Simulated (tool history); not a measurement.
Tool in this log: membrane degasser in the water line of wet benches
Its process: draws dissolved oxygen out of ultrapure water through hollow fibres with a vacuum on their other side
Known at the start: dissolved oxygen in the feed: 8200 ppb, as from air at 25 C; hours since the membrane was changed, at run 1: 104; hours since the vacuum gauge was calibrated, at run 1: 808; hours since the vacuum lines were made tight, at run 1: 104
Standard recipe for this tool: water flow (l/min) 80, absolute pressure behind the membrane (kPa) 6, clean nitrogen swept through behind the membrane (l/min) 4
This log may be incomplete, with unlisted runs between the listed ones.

run	day	water flow (l/min)	absolute pressure behind the membrane (kPa)	clean nitrogen swept through behind the membrane (l/min)	hours since the membrane was changed	hours since the vacuum gauge was calibrated	hours since the vacuum lines were made tight	dissolved oxygen in the water behind the degasser (ppb)	pressure that the water loses in the fibres (kPa)
1	0	80	6	4	104	808	104	127.5	54.66
2	6.112	80	5.77	4	250	954	250	119.7	54.95
3	12.2	80	5.77	4	397	1100	397	118.9	55.01
4	18.004	80	4.65	4	536	1240	536	70.5	55.22
5	22.758	80	4.65	4	650	1354	650	70.8	55.15
6	26.65	80	4.65	4	743	1447	743	70.8	55.65
7	31.25	110	6	4	854	1558	854	180	75.78
8	34.975	110	6	4	943	1647	943	182.1	76.36
9	40.633	110	6	4	1079	1783	1079	181.9	75.95
10	43.696	80	6	4	1152	1856	1152	130.4	55.06
11	48.846	80	6	4	1276	1980	1276	129.2	55.77
12	53.892	80	6	4	1397	2101	1397	131.1	55.21
13	59.812	80	6	1.82	1539	2243	1539	245.6	55.71
14	62.492	61	11.73	2.55	1604	2307	1604	436.7	42.61
15	66.908	76	11.73	2.55	1709	2413	1709	515.6	52.77
16	72.2	76	4.23	2.17	1837	2540	1837	81.6	53.27
17	75.842	76	4.23	2.17	1924	2628	1924	82.3	52.71
18	80.417	60	6	4	2034	2738	2034	99.6	41.91
19	85.612	60	10.49	1.94	2158	2862	2158	455	41.98
20	88.521	71	5.56	5.29	2228	2932	2228	79.1	49.83
21	94.083	57	13.39	6.61	2362	3066	2362	206.4	39.81
22	100.308	57	13.39	6.61	2511	3215	2511	207.5	39.66
23	105.267	57	13.39	6.61	2630	3334	2630	206.4	39.86
24	109.629	63	10.69	4	2735	3439	2735	265.1	44.13
25	115.362	63	11.67	4	2872	3576	2872	297.8	43.94
26	120.758	68	6	1.88	3002	3706	3002	211.4	47.95

Branching from run 26: 3 alternative next runs. What would each branch give?
A	126.075	68	6	2.79	3130	3833	3130	?	?
B	126.075	68	6	10.23	3130	3833	3130	?	?
C	126.075	80	6	3.5	3130	3833	3130	?	?

run	dissolved oxygen in the water behind the degasser (ppb)	pressure that the water loses in the fibres (kPa)
A	154.1	47.61
B	49.1	47.6
C	148.4	56.24
With the hidden condition removed and each run's random variation left untouched, the same runs would have given:
run	dissolved oxygen in the water behind the degasser (ppb)	pressure that the water loses in the fibres (kPa)
A	148.8	46.5
B	47.1	46.5
C	143	54.93
